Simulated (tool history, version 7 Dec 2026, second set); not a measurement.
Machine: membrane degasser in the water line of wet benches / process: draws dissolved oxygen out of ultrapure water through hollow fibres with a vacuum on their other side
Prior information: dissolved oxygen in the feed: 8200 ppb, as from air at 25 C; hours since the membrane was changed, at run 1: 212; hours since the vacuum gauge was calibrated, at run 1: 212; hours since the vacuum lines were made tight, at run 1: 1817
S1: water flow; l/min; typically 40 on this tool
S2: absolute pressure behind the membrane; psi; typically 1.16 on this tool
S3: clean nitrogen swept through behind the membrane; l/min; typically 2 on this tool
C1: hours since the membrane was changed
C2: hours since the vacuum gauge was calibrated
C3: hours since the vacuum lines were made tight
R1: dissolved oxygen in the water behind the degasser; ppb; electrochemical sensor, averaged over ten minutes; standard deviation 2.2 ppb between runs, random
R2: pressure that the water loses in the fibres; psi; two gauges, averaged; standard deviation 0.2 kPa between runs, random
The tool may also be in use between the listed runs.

{"run": 1, "hour": 0.0, "S1": 40, "S2": 1.16, "S3": 2, "C1": 212, "C2": 212, "C3": 1817, "R1": 223.6, "R2": 6.873}
{"run": 2, "hour": 58.7, "S1": 40, "S2": 1.16, "S3": 2, "C1": 271, "C2": 271, "C3": 1875, "R1": 220.3, "R2": 6.827}
{"run": 3, "hour": 112.8, "S1": 30, "S2": 1.16, "S3": 2, "C1": 325, "C2": 325, "C3": 1929, "R1": 169.9, "R2": 5.147}
{"run": 4, "hour": 176.6, "S1": 30, "S2": 1.16, "S3": 2, "C1": 389, "C2": 389, "C3": 1993, "R1": 170.3, "R2": 5.15}
{"run": 5, "hour": 249.0, "S1": 30, "S2": 1.16, "S3": 4.47, "C1": 461, "C2": 461, "C3": 2066, "R1": 83.6, "R2": 5.143}
{"run": 6, "hour": 326.8, "S1": 30, "S2": 1.16, "S3": 4.47, "C1": 539, "C2": 539, "C3": 2143, "R1": 83.1, "R2": 5.078}
{"run": 7, "hour": 373.3, "S1": 33, "S2": 1.16, "S3": 4.47, "C1": 585, "C2": 585, "C3": 2190, "R1": 93.8, "R2": 5.645}
{"run": 8, "hour": 430.2, "S1": 33, "S2": 1.16, "S3": 4.47, "C1": 642, "C2": 642, "C3": 2247, "R1": 93.4, "R2": 5.627}
{"run": 9, "hour": 499.7, "S1": 40, "S2": 1.16, "S3": 2, "C1": 712, "C2": 712, "C3": 2316, "R1": 217.9, "R2": 6.762}
{"run": 10, "hour": 531.9, "S1": 40, "S2": 1.16, "S3": 2, "C1": 744, "C2": 744, "C3": 2348, "R1": 222, "R2": 6.733}
{"run": 11, "hour": 587.6, "S1": 40, "S2": 1.16, "S3": 2, "C1": 800, "C2": 800, "C3": 2404, "R1": 223.4, "R2": 6.785}
{"run": 12, "hour": 641.2, "S1": 40, "S2": 1.16, "S3": 2, "C1": 853, "C2": 853, "C3": 2458, "R1": 222.5, "R2": 6.773}
{"run": 13, "hour": 695.7, "S1": 55, "S2": 0.862, "S3": 2, "C1": 908, "C2": 908, "C3": 2512, "R1": 183.7, "R2": 9.245}
{"run": 14, "hour": 729.6, "S1": 35, "S2": 0.862, "S3": 2, "C1": 942, "C2": 942, "C3": 2546, "R1": 117.2, "R2": 5.881}
{"hour": 733.4, "done": "gauge calibrated"}
{"run": 15, "hour": 793.9, "S1": 40, "S2": 0.953, "S3": 3.66, "C1": 1006, "C2": 1006, "C3": 2610, "R1": 97.8, "R2": 6.894}
{"run": 16, "hour": 860.9, "S1": 40, "S2": 1.495, "S3": 2, "C1": 1073, "C2": 1073, "C3": 2677, "R1": 323.3, "R2": 6.834}
{"run": 17, "hour": 939.8, "S1": 40, "S2": 1.263, "S3": 2, "C1": 1152, "C2": 1152, "C3": 2756, "R1": 250.6, "R2": 6.817}
{"run": 18, "hour": 985.0, "S1": 37, "S2": 1.163, "S3": 1.41, "C1": 1197, "C2": 1197, "C3": 2802, "R1": 274.8, "R2": 6.289}
{"run": 19, "hour": 1044.7, "S1": 28, "S2": 2.618, "S3": 4.14, "C1": 1257, "C2": 1257, "C3": 2861, "R1": 243.2, "R2": 4.759}
{"run": 20, "hour": 1123.1, "S1": 40, "S2": 0.857, "S3": 3.58, "C1": 1335, "C2": 1335, "C3": 2940, "R1": 84.2, "R2": 6.778}
{"run": 21, "hour": 1162.8, "S1": 30, "S2": 1.16, "S3": 2, "C1": 1375, "C2": 1375, "C3": 2979, "R1": 168.4, "R2": 5.117}

4 ways to go on from here, each from the tool as it stands after run 21. What would each give?
{"run": "A", "hour": 1214.4, "S1": 34, "S2": 0.986, "S3": 2, "C1": 1427, "C2": 1427, "C3": 3031, "R1": "?", "R2": "?"}
{"run": "B", "hour": 1214.4, "S1": 38, "S2": 1.495, "S3": 1.67, "C1": 1427, "C2": 1427, "C3": 3031, "R1": "?", "R2": "?"}
{"run": "C", "hour": 1214.4, "S1": 36, "S2": 1.385, "S3": 4.03, "C1": 1427, "C2": 1427, "C3": 3031, "R1": "?", "R2": "?"}
{"run": "D", "hour": 1214.4, "S1": 40, "S2": 0.938, "S3": 2, "C1": 1427, "C2": 1427, "C3": 3031, "R1": "?", "R2": "?"}

run=A R1=147.2 R2=5.719
run=B R1=357.2 R2=6.44
run=C R1=144.2 R2=6.11
run=D R1=158.7 R2=6.711
Take away the tool's hidden state, keep each run's random variation, and the runs would have read:
run=A R1=147 R2=5.813
run=B R1=357 R2=6.544
run=C R1=144.1 R2=6.211
run=D R1=158.5 R2=6.821
